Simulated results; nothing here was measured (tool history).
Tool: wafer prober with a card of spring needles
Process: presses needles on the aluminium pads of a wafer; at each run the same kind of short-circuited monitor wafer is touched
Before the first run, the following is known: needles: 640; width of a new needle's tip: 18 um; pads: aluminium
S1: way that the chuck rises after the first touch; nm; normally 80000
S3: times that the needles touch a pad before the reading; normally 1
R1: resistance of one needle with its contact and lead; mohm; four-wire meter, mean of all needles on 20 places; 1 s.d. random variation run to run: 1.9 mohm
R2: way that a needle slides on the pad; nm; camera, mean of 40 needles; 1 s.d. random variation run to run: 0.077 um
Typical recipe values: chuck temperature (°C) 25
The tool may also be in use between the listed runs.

run 1 hour=0.0 | S1=80000 chuck_temperature_(°C)=25 S3=1 | R1=204 R2=20130
run 2 hour=25.7 | S1=80000 chuck_temperature_(°C)=25 S3=1 | R1=209 R2=19980
run 3 hour=52.9 | S1=80000 chuck_temperature_(°C)=25 S3=1 | R1=207 R2=20030
run 4 hour=71.7 | S1=80000 chuck_temperature_(°C)=25 S3=1 | R1=205 R2=19950
run 5 hour=88.4 | S1=80000 chuck_temperature_(°C)=25 S3=1 | R1=205 R2=20160
run 6 hour=110.1 | S1=80000 chuck_temperature_(°C)=104 S3=1 | R1=225 R2=20090
run 7 hour=144.1 | S1=80000 chuck_temperature_(°C)=104 S3=1 | R1=225 R2=20010
run 8 hour=167.0 | S1=80000 chuck_temperature_(°C)=25 S3=2 | R1=205 R2=20050
run 9 hour=194.4 | S1=80000 chuck_temperature_(°C)=25 S3=2 | R1=206 R2=20120
run 10 hour=214.2 | S1=80000 chuck_temperature_(°C)=25 S3=2 | R1=206 R2=20030
run 11 hour=241.9 | S1=67000 chuck_temperature_(°C)=25 S3=1 | R1=210 R2=16700
run 12 hour=262.5 | S1=67000 chuck_temperature_(°C)=25 S3=1 | R1=210 R2=16840
run 13 hour=291.9 | S1=72000 chuck_temperature_(°C)=112 S3=1 | R1=228 R2=18010
run 14 hour=320.9 | S1=63000 chuck_temperature_(°C)=112 S3=1 | R1=230 R2=15750
run 15 hour=336.4 | S1=90000 chuck_temperature_(°C)=112 S3=1 | R1=231 R2=22640
run 16 hour=363.8 | S1=74000 chuck_temperature_(°C)=37 S3=1 | R1=209 R2=18610
run 17 hour=389.6 | S1=94000 chuck_temperature_(°C)=74 S3=1 | R1=215 R2=23500
run 18 hour=414.7 | S1=68000 chuck_temperature_(°C)=39 S3=3 | R1=209 R2=17020
run 19 hour=448.6 | S1=68000 chuck_temperature_(°C)=39 S3=3 | R1=209 R2=16980
run 20 hour=473.8 | S1=80000 chuck_temperature_(°C)=43 S3=1 | R1=208 R2=19940
run 21 hour=493.2 | S1=80000 chuck_temperature_(°C)=30 S3=3 | R1=203 R2=20160
run 22 hour=526.1 | S1=74000 chuck_temperature_(°C)=25 S3=1 | R1=208 R2=18620
run 23 hour=546.9 | S1=98000 chuck_temperature_(°C)=25 S3=2 | R1=203 R2=24520

Removed from this log: 35 entries logged between the listed runs. Between which two listed runs does each belong, and how does the tool's hidden state at the listed run before it compare with that at the listed run after it?
Run 1 -> run 2: tips cleaned on abrasive film (hour 3.0); tips cleaned on abrasive film (hour 20.0)
  debris on the tips, nm: 0.7 -> 0.4
Run 2 -> run 3: tips cleaned on abrasive film (hour 36.5); tips cleaned on abrasive film (hour 52.6)
  debris on the tips, nm: 0.4 -> 0.1
Run 3 -> run 4: tips cleaned on abrasive film (hour 69.6)
  debris on the tips, nm: 0.1 -> 0.3
Run 4 -> run 5: height of the first contact set anew (hour 74.0); tips cleaned on abrasive film (hour 87.5)
  debris on the tips, nm: 0.3 -> 0.1; way that the needles fall short of the set height, um: 0.01 -> 0
Run 5 -> run 6: tips cleaned on abrasive film (hour 103.7)
  debris on the tips, nm: 0.1 -> 0.5
Run 6 -> run 7: tips cleaned on abrasive film (hour 122.3); tips cleaned on abrasive film (hour 139.2)
  debris on the tips, nm: 0.5 -> 0.4
Run 7 -> run 8: tips cleaned on abrasive film (hour 156.2)
  debris on the tips, nm: 0.4 -> 0.6
Run 8 -> run 9: tips cleaned on abrasive film (hour 172.6); tips cleaned on abrasive film (hour 189.7)
  debris on the tips, nm: 0.6 -> 0.4
Run 9 -> run 10: tips cleaned on abrasive film (hour 208.2)
  debris on the tips, nm: 0.4 -> 0.5
Run 10 -> run 11: tips cleaned on abrasive film (hour 225.9); tips cleaned on abrasive film (hour 241.9)
  debris on the tips, nm: 0.5 -> 0.1
Run 11 -> run 12: tips cleaned on abrasive film (hour 258.4)
  debris on the tips, nm: 0.1 -> 0.3
Run 12 -> run 13: tips cleaned on abrasive film (hour 275.2); tips cleaned on abrasive film (hour 291.6)
  debris on the tips, nm: 0.3 -> 0.1; way that the needles fall short of the set height, um: 0 -> 0.01; tips' diameter, um: 18 -> 18.01
Run 13 -> run 14: tips cleaned on abrasive film (hour 307.9)
  debris on the tips, nm: 0.1 -> 0.7
Run 14 -> run 15: tips cleaned on abrasive film (hour 324.8)
  debris on the tips, nm: 0.7 -> 0.6
Run 15 -> run 16: tips cleaned on abrasive film (hour 341.1); tips cleaned on abrasive film (hour 357.5)
  debris on the tips, nm: 0.6 -> 0.5
Run 16 -> run 17: tips cleaned on abrasive film (hour 375.5)
  debris on the tips, nm: 0.5 -> 0.7
Run 17 -> run 18: tips cleaned on abrasive film (hour 392.7); tips cleaned on abrasive film (hour 409.8)
  debris on the tips, nm: 0.7 -> 0.4
Run 18 -> run 19: tips cleaned on abrasive film (hour 426.8); tips cleaned on abrasive film (hour 444.8)
  no difference in the tool's unlogged condition between these two runs
Run 19 -> run 20: tips cleaned on abrasive film (hour 462.0)
  debris on the tips, nm: 0.4 -> 0.7
Run 20 -> run 21: tips cleaned on abrasive film (hour 478.6)
  no difference in the tool's unlogged condition between these two runs
Run 21 -> run 22: tips cleaned on abrasive film (hour 495.9); tips cleaned on abrasive film (hour 512.0); height of the first contact set anew (hour 512.3)
  way that the needles fall short of the set height, um: 0.01 -> 0
Run 22 -> run 23: tips cleaned on abrasive film (hour 530.9); tips cleaned on abrasive film (hour 546.9)
  debris on the tips, nm: 0.7 -> 0.1
